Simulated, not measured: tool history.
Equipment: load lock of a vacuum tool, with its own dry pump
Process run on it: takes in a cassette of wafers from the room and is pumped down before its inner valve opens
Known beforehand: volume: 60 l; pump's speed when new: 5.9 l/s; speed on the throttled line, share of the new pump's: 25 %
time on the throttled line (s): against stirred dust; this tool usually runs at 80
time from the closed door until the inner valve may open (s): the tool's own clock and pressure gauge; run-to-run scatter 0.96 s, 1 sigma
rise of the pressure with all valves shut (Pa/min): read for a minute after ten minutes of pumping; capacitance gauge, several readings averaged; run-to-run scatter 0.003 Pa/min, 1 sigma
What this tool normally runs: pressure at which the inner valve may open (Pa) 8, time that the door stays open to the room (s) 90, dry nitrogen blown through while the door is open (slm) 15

run,day,time on the throttled line (s),pressure at which the inner valve may open (Pa),time that the door stays open to the room (s),dry nitrogen blown through while the door is open (slm),"incoming humidity of the room's air, %",time from the closed door until the inner valve may open (s),rise of the pressure with all valves shut (Pa/min)
1,0.000,80,8,90,15,43.0,165.5,0.054
2,1.683,80,8,90,9,46.0,164.7,0.067
3,3.258,80,8,217,15,46.8,167.1,0.079
4,5.475,80,8,217,15,46.4,166.2,0.079
5,8.083,80,8,217,15,45.1,165.6,0.068
6,10.188,80,8,217,15,52.1,166.7,0.086
7,12.175,80,8,217,15,42.1,163.4,0.071
8,13.779,43,8,217,15,45.9,140.3,0.077
9,17.421,43,8,217,15,43.5,141.2,0.076
10,20.692,80,8,90,15,47.1,167.5,0.063
11,23.408,80,8,90,38,45.5,165.4,0.048
12,25.454,80,12,163,15,46.0,162.0,0.066
13,27.888,80,12,163,15,45.8,161.1,0.072
14,30.017,80,8,38,7,43.3,166.5,0.056
15,32.842,144,8,38,7,47.4,213.3,0.056
16,35.096,50,11,71,5,42.3,140.3,0.070
17,37.946,80,8,90,30,45.6,166.3,0.049
18,41.479,80,8,90,30,45.1,166.3,0.053
19,44.433,129,14,90,15,47.7,194.8,0.070
20,46.338,62,13,135,11,45.1,147.9,0.079
21,48.158,62,13,135,11,42.4,148.1,0.074

5 ways to go on from here, each from the tool as it stands after run 21. What would each give?
A,51.621,141,13,135,11,45.8,?,?
B,51.621,83,9,90,15,45.6,?,?
C,51.621,76,8,26,15,46.2,?,?
D,51.621,80,8,90,15,46.5,?,?
E,51.621,80,8,37,15,44.7,?,?

run,time from the closed door until the inner valve may open (s),rise of the pressure with all valves shut (Pa/min)
A,205.7,0.074
B,166.3,0.065
C,164.4,0.047
D,166.6,0.067
E,166.7,0.054
Stripped of hidden state, with their random variation kept, the same runs would have yielded:
run,time from the closed door until the inner valve may open (s),rise of the pressure with all valves shut (Pa/min)
A,199.1,0.054
B,157.6,0.045
C,155.0,0.027
D,157.6,0.046
E,157.7,0.034
